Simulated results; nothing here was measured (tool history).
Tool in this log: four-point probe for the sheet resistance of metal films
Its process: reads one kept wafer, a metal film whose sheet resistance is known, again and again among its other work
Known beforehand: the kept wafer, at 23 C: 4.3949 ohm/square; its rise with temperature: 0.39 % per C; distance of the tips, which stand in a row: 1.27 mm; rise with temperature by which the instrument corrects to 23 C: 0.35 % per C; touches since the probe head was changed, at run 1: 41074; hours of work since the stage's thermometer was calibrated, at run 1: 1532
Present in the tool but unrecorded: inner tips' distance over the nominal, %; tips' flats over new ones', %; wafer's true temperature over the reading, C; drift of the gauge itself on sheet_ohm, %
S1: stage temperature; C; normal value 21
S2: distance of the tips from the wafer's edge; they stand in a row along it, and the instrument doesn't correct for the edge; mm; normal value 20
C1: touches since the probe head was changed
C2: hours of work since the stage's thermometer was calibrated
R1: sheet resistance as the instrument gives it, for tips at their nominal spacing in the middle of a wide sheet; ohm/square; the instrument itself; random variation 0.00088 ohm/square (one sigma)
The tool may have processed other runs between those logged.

run 1 hour=0.0 | S1=21 S2=20 | C1=41074 C2=1532 | R1=4.401175
run 2 hour=81.7 | S1=23 S2=20 | C1=43531 C2=1593 | R1=4.404512
run 3 hour=204.7 | S1=23 S2=20 | C1=47228 C2=1685 | R1=4.404692
run 4 hour=323.6 | S1=26 S2=20 | C1=50803 C2=1774 | R1=4.408747
-- hour=340.4 stage's thermometer calibrated
run 5 hour=416.8 | S1=26 S2=20 | C1=53590 C2=57 | R1=4.409828
run 6 hour=472.1 | S1=26 S2=20 | C1=55253 C2=98 | R1=4.409026
run 7 hour=554.1 | S1=26 S2=14 | C1=57717 C2=160 | R1=4.419728
run 8 hour=662.1 | S1=26 S2=14 | C1=60964 C2=240 | R1=4.418828
run 9 hour=734.0 | S1=26 S2=14 | C1=63126 C2=294 | R1=4.419954
run 10 hour=838.0 | S1=26 S2=14 | C1=66252 C2=372 | R1=4.419171
run 11 hour=945.2 | S1=21 S2=14 | C1=69477 C2=452 | R1=4.411176
run 12 hour=1018.1 | S1=21 S2=14 | C1=71668 C2=507 | R1=4.410828
run 13 hour=1135.2 | S1=21 S2=14 | C1=75189 C2=594 | R1=4.412502
run 14 hour=1195.1 | S1=21 S2=19 | C1=76989 C2=639 | R1=4.402685
run 15 hour=1304.8 | S1=21 S2=19 | C1=80285 C2=721 | R1=4.401647
run 16 hour=1371.7 | S1=34 S2=19 | C1=82299 C2=771 | R1=4.423802
run 17 hour=1443.2 | S1=34 S2=19 | C1=84446 C2=824 | R1=4.423959
run 18 hour=1566.5 | S1=34 S2=19 | C1=88154 C2=916 | R1=4.422883
run 19 hour=1630.3 | S1=21 S2=12 | C1=90071 C2=964 | R1=4.417102
-- hour=1695.3 new probe head fitted
run 20 hour=1707.1 | S1=26 S2=26 | C1=356 C2=1021 | R1=4.405677
run 21 hour=1818.7 | S1=26 S2=26 | C1=3709 C2=1104 | R1=4.404377
run 22 hour=1888.0 | S1=26 S2=26 | C1=5794 C2=1156 | R1=4.406367
run 23 hour=1957.7 | S1=26 S2=26 | C1=7888 C2=1208 | R1=4.406084
run 24 hour=2079.6 | S1=26 S2=26 | C1=11553 C2=1299 | R1=4.404993
run 25 hour=2199.6 | S1=26 S2=26 | C1=15162 C2=1389 | R1=4.404502
run 26 hour=2303.5 | S1=26 S2=24 | C1=18286 C2=1467 | R1=4.407170
run 27 hour=2408.9 | S1=29 S2=54 | C1=21454 C2=1545 | R1=4.406254
run 28 hour=2502.6 | S1=24 S2=7 | C1=24269 C2=1615 | R1=4.473697
run 29 hour=2619.5 | S1=27 S2=8 | C1=27786 C2=1703 | R1=4.460738
run 30 hour=2713.8 | S1=23 S2=8 | C1=30620 C2=1773 | R1=4.453974
-- hour=2732.2 stage's thermometer calibrated
run 31 hour=2798.9 | S1=23 S2=73 | C1=33162 C2=50 | R1=4.396910
run 32 hour=2866.0 | S1=27 S2=23 | C1=35180 C2=100 | R1=4.410439
run 33 hour=2970.6 | S1=21 S2=54 | C1=38325 C2=178 | R1=4.393016
run 34 hour=3032.6 | S1=23 S2=18 | C1=40188 C2=225 | R1=4.406110
run 35 hour=3134.0 | S1=23 S2=14 | C1=43239 C2=300 | R1=4.414679
run 36 hour=3247.2 | S1=29 S2=53 | C1=46642 C2=385 | R1=4.405361

What if the next run were any one of these 4? Each begins from the tool's condition after run 36:
run A hour=3341.0 | S1=29 S2=20 | C1=49462 C2=455 | R1=?
run B hour=3341.0 | S1=22 S2=7 | C1=49462 C2=455 | R1=?
run C hour=3341.0 | S1=33 S2=49 | C1=49462 C2=455 | R1=?
run D hour=3341.0 | S1=21 S2=67 | C1=49462 C2=455 | R1=?

run=A R1=4.414388
run=B R1=4.470375
run=C R1=4.411958
run=D R1=4.392778
With the hidden condition removed and each run's random variation left untouched, the same runs would have given:
run=A R1=4.414302
run=B R1=4.470288
run=C R1=4.411873
run=D R1=4.392693

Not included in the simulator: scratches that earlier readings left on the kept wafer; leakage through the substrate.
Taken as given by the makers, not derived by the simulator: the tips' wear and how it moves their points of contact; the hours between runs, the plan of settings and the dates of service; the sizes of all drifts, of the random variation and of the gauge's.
